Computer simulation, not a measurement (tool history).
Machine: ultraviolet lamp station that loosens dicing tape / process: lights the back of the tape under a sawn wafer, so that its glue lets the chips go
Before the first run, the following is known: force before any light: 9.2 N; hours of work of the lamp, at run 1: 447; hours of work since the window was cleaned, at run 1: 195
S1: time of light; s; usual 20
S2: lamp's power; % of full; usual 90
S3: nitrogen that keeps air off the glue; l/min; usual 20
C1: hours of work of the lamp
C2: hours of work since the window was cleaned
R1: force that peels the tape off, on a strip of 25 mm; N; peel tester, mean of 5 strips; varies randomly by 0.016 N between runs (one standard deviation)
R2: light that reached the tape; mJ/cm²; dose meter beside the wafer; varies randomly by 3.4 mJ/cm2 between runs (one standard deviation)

run   hour  S1  S2  S3   C1   C2     R1   R2
  1      0  20  90  20  447  195  1.485  390
  2   29.2  20  90  20  459  208  1.535  385
  3   43.2  20  90  20  466  214  1.536  380
  4   58.1  20  90  14  472  221  1.933  381
  5   82.8  20  90  13  483  232  2.089  378
  6   99.3  20  90  13  490  239  2.159  382
  7  120.2  20  90  13  499  248  2.046  370
  8  137.8  20  90  13  507  256  2.182  375
  9  161.5  20  90  13  518  267  2.165  368
     163.7  -- window cleaned of glue's vapour
 10  191.8  20  90  13  531   12  2.345  350
 11  221.8  11  90  13  544   26  4.355  191
     242.9  -- window cleaned of glue's vapour, once more
 12  252.6  11  90  13  557    4  4.002  206
 13    274  11  90  13  567   14  4.168  205
 14  290.3  20  61   7  574   21  4.429  249
 15    305  20  68  20  580   27  2.548  275
 16  319.8  20  68  20  587   34  2.488  275
 17  338.8  20  68  20  595   42  2.572  270
 18  362.8  28  90  32  606   53  0.611  493
 19  391.3  28  90  18  618   65  1.059  497
 20  404.9  28  90  18  624   71  1.078  487
 21  421.2  28  90  18  631   79  1.066  483
 22  448.7  28  90  18  644   91  1.102  479
 23  462.1  28  89  18  650   97  1.129  475
 24  481.4  20  92  29  658  105  1.421  347
 25  510.2  20  92  29  671  118  1.469  338

Run 26, settings as shown, results not yet in. Your forecast:
 26  534.8  30  73  36  681  129   ?   ?

R1: 0.927 N
R2: 399 mJ/cm²
Without the tool's hidden state the same run would have given R1 0.291 N, R2 655 mJ/cm².
